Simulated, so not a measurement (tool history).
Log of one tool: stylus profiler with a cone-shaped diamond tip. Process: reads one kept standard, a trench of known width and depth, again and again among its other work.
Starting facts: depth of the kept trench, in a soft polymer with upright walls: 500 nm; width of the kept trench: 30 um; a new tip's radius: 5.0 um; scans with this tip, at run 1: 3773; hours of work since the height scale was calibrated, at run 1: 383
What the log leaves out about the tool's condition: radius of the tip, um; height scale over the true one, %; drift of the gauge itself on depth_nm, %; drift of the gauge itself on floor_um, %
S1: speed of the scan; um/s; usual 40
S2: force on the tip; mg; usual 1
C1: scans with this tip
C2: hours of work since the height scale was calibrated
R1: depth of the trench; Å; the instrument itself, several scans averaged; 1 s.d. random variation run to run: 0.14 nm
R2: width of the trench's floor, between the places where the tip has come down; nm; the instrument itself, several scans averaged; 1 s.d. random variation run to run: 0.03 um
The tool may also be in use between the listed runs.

run	day	S1	S2	C1	C2	R1	R2
1	0	40	1	3773	383	5053.6	25060
2	3.279	40	1	4155	421	5053	25080
3	5.933	40	1	4465	453	5052.4	25010
4	9.121	40	1	4836	491	5053.8	24950
5	10.946	130	1	5048	512	5052.4	24500
6	13.633	130	1	5362	544	5054.9	24470
7	16.158	40	1	5656	574	5055.2	24940
8	17.667	40	1	5832	591	5056	24960
9	21.154	18	1	6238	633	5058.6	25070
10	22.971	18	1	6450	654	5060	25050
11	24.688	40	0.91	6650	674	5055.4	24910
12	27.575	40	0.91	6986	709	5055.1	24890
13	30.108	40	0.88	7281	738	5056	24830
14	32.7	40	0.88	7583	769	5056.9	24850
15	34.825	40	1	7831	794	5059.4	24840
16	37.288	16	1	8118	823	5060.9	24970
17	40.479	16	1	8489	861	5061	24940
18	43.942	16	1	8893	902	5063.1	24910
19	47.321	16	1	9287	942	5062.9	24920
20	49.342	40	2.51	9522	966	5098	24820
21	52.55	40	2.51	9896	1004	5100.2	24770
22	55.371	40	1	10224	1037	5065.4	24680
23	58.317	40	1	10567	1072	5065.6	24660
24	60.321	40	1	10801	1095	5067	24590
25	62.792	40	1	11088	1125	5068.9	24560
26	65.025	61	1.02	11349	1151	5070.7	24420
27	66.829	61	1.02	11559	1172	5069.6	24440
28	68.388	22	1.09	11741	1191	5073.7	24630
29	71.462	29	0.5	12099	1227	5056	24560
30	73.717	29	0.5	12362	1254	5054.7	24550
31	76.017	153	1.62	12629	1281	5088.9	24020
32	78.75	153	1.62	12948	1313	5089.8	24020
33	81.071	153	1.62	13218	1341	5087.9	23970
34	83.138	19	1.65	13459	1365	5089.4	24580
35	85.433	30	2.84	13727	1392	5115.2	24580
36	87.325	30	1.58	13947	1415	5091.3	24490
37	90.288	104	1.28	14292	1450	5083.9	24110
38	91.846	81	1.69	14473	1468	5097.8	24260
39	93.954	118	1	14719	1493	5078.3	23930
40	96.488	43	0.34	15014	1523	5054.7	24110
41	98.717	10	2.15	15274	1549	5109	24550
42	101.662	142	0.49	15617	1584	5063	23340
43	104.017	12	1.85	15891	1612	5099	24420
44	107.433	58	0.45	16289	1652	5064.9	23990
45	110.875	58	0.45	16690	1693	5066.1	23960
46	114.233	58	0.45	17082	1733	5065.9	23930

What if the next run were any one of these 4? Each begins from the tool's condition after run 46:
A	116.875	17	0.59	17389	1764	?	?
B	116.875	54	1	17389	1764	?	?
C	116.875	79	0.45	17389	1764	?	?
D	116.875	24	2.55	17389	1764	?	?

run	R1	R2
A	5070	24260
B	5083.7	24090
C	5065.1	23680
D	5118.7	24380
With the hidden condition removed and each run's random variation left untouched, the same runs would have given:
run	R1	R2
A	5027.4	25470
B	5041	25300
C	5022.5	24890
D	5075.7	25590
